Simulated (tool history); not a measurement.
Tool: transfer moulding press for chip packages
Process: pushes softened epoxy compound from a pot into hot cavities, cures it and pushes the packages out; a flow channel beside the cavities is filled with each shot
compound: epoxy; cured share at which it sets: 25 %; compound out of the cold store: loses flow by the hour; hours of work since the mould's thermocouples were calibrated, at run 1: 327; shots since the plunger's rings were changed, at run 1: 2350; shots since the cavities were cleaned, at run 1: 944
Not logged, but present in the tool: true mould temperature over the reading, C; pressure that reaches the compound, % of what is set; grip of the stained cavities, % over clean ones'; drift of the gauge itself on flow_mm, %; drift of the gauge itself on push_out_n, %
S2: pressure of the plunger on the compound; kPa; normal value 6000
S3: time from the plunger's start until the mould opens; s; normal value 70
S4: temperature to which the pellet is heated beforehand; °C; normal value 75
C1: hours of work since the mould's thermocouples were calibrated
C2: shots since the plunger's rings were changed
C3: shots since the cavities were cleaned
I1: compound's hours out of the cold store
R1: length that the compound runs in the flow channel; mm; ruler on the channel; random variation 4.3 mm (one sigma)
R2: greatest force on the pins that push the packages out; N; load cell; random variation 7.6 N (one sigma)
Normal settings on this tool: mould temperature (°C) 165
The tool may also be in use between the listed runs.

Run 1, hour 0.0: usual settings; C1 327; C2 2350; C3 944; I1 12.4. Result: R1 927 mm, R2 343 N.
Run 2, hour 9.3: usual settings; C1 334; C2 2523; C3 1117; I1 32.0. Result: R1 872 mm, R2 330 N.
At hour 12.8: cavities cleaned with cleaning compound and waxed.
Run 3, hour 19.9: usual settings; C1 340; C2 2692; C3 133; I1 43.8. Result: R1 837 mm, R2 329 N.
At hour 27.8: plunger's sealing rings changed.
Run 4, hour 35.0: usual settings; C1 349; C2 134; C3 366; I1 41.5. Result: R1 841 mm, R2 320 N.
Run 5, hour 41.6: usual settings; C1 354; C2 256; C3 488; I1 40.2. Result: R1 841 mm, R2 330 N.
Run 6, hour 54.7: usual settings; C1 363; C2 499; C3 731; I1 21.1. Result: R1 901 mm, R2 341 N.
Run 7, hour 62.3: usual settings but S3 55 s; C1 368; C2 639; C3 871; I1 31.7. Result: R1 870 mm, R2 635 N.
Run 8, hour 73.5: usual settings but S3 55 s; C1 376; C2 847; C3 1079; I1 28.7. Result: R1 875 mm, R2 636 N.
At hour 78.9: cavities cleaned with cleaning compound and waxed.
Run 9, hour 80.8: usual settings but S3 55 s; C1 380; C2 955; C3 35; I1 16.9. Result: R1 914 mm, R2 644 N.
Run 10, hour 92.5: usual settings but S3 55 s; C1 389; C2 1172; C3 252; I1 32.1. Result: R1 860 mm, R2 628 N.
Run 11, hour 99.5: usual settings but S3 55 s; C1 393; C2 1302; C3 382; I1 10.6. Result: R1 940 mm, R2 673 N.
Run 12, hour 105.8: usual settings but S3 55 s; C1 398; C2 1418; C3 498; I1 11.3. Result: R1 942 mm, R2 684 N.
Run 13, hour 117.5: usual settings but S3 55 s; C1 406; C2 1635; C3 715; I1 21.6. Result: R1 892 mm, R2 636 N.
Run 14, hour 130.4: usual settings but S3 55 s; C1 415; C2 1874; C3 954; I1 38.0. Result: R1 845 mm, R2 623 N.
At hour 142.6: cavities cleaned with cleaning compound and waxed.
Run 15, hour 145.5: usual settings but S3 55 s; C1 425; C2 2127; C3 55; I1 18.5. Result: R1 911 mm, R2 643 N.
Run 16, hour 153.0: usual settings but S2 6690 kPa; C1 430; C2 2265; C3 193; I1 43.4. Result: R1 876 mm, R2 326 N.
Run 17, hour 158.7: usual settings but mould temperature (°C) 170, S2 5250 kPa, S3 69 s, S4 77 °C; C1 434; C2 2371; C3 299; I1 44.6. Result: R1 766 mm, R2 281 N.
Run 18, hour 166.3: usual settings but mould temperature (°C) 168, S2 6060 kPa, S3 55 s, S4 72 °C; C1 439; C2 2513; C3 441; I1 10.5. Result: R1 936 mm, R2 588 N.

Estimate the outcome of run 19 from the log above:
Run 19, hour 180.0: usual settings but mould temperature (°C) 168, S2 6110 kPa, S3 52 s, S4 80 °C; C1 449; C2 2766; C3 694; I1 28.0. Result: R1 ?, R2 ?.

Run 19 yielded R1 878 mm, R2 611 N.
Without the tool's hidden state the same run would have given R1 879 mm, R2 601 N.
